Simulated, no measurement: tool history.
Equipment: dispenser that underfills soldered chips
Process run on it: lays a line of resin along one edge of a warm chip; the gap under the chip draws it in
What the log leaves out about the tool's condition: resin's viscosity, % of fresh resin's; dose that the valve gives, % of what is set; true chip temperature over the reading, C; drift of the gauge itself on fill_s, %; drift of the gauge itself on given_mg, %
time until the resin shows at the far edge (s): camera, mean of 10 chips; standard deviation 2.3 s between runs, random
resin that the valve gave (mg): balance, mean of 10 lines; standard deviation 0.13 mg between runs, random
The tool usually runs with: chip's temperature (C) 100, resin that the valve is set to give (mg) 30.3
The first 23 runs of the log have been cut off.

| run | hour | chip's temperature (C) | resin that the valve is set to give (mg) | hours of work since the syringe was changed | hours of work since the valve was cleaned | hours of work since the stage was calibrated | time until the resin shows at the far edge (s) | resin that the valve gave (mg) |
|---|---|---|---|---|---|---|---|---|
|  | 208.4 | new syringe of resin |
| 24 | 216.5 | 110 | 32.4 | 6 | 21 | 92 | 225.9 | 31.83 |
|  | 217.7 | new syringe of resin |
|  | 227 | new syringe of resin |
| 25 | 227.2 | 110 | 32.4 | 0 | 28 | 99 | 168 | 31.71 |
|  | 236.4 | new syringe of resin |
| 26 | 236.8 | 89 | 28.2 | 0 | 35 | 105 | 310.1 | 27.69 |
|  | 246.1 | new syringe of resin |
| 27 | 246.1 | 89 | 28.2 | 0 | 41 | 111 | 306.6 | 27.71 |
|  | 255.3 | new syringe of resin |
| 28 | 256.6 | 89 | 26.5 | 1 | 48 | 119 | 324.1 | 25.96 |
| 29 | 262.5 | 89 | 26.5 | 5 | 52 | 123 | 409.3 | 25.99 |
|  | 265 | new syringe of resin |
| 30 | 269.5 | 91 | 37.4 | 3 | 57 | 127 | 335.2 | 36.4 |
|  | 274.6 | new syringe of resin |
| 31 | 275.6 | 100 | 30.3 | 1 | 61 | 131 | 229.1 | 29.42 |
|  | 283.8 | new syringe of resin |
| 32 | 287 | 89 | 30.8 | 2 | 69 | 139 | 334.8 | 29.68 |
|  | 293.9 | new syringe of resin |
| 33 | 294.3 | 93 | 31.6 | 0 | 74 | 144 | 266.5 | 30.51 |
|  | 303.7 | new syringe of resin |
| 34 | 303.7 | 93 | 31.6 | 0 | 80 | 151 | 266.7 | 30.63 |

What if the next run were any one of these 4? Each begins from the tool's condition after run 34:
| A | 309.8 | 92 | 30.3 | 4 | 84 | 155 | ? | ? |
| B | 309.8 | 104 | 28.3 | 4 | 84 | 155 | ? | ? |
| C | 309.8 | 103 | 32.8 | 4 | 84 | 155 | ? | ? |
| D | 309.8 | 91 | 33.3 | 4 | 84 | 155 | ? | ? |

| run | time until the resin shows at the far edge (s) | resin that the valve gave (mg) |
|---|---|---|
| A | 348.8 | 29.19 |
| B | 246.3 | 27.17 |
| C | 253.3 | 31.55 |
| D | 348.2 | 32.2 |
What these runs would have given with no unlogged condition in the tool:
| run | time until the resin shows at the far edge (s) | resin that the valve gave (mg) |
|---|---|---|
| A | 281.3 | 30.29 |
| B | 197.9 | 28.18 |
| C | 204.4 | 32.73 |
| D | 281.4 | 33.4 |
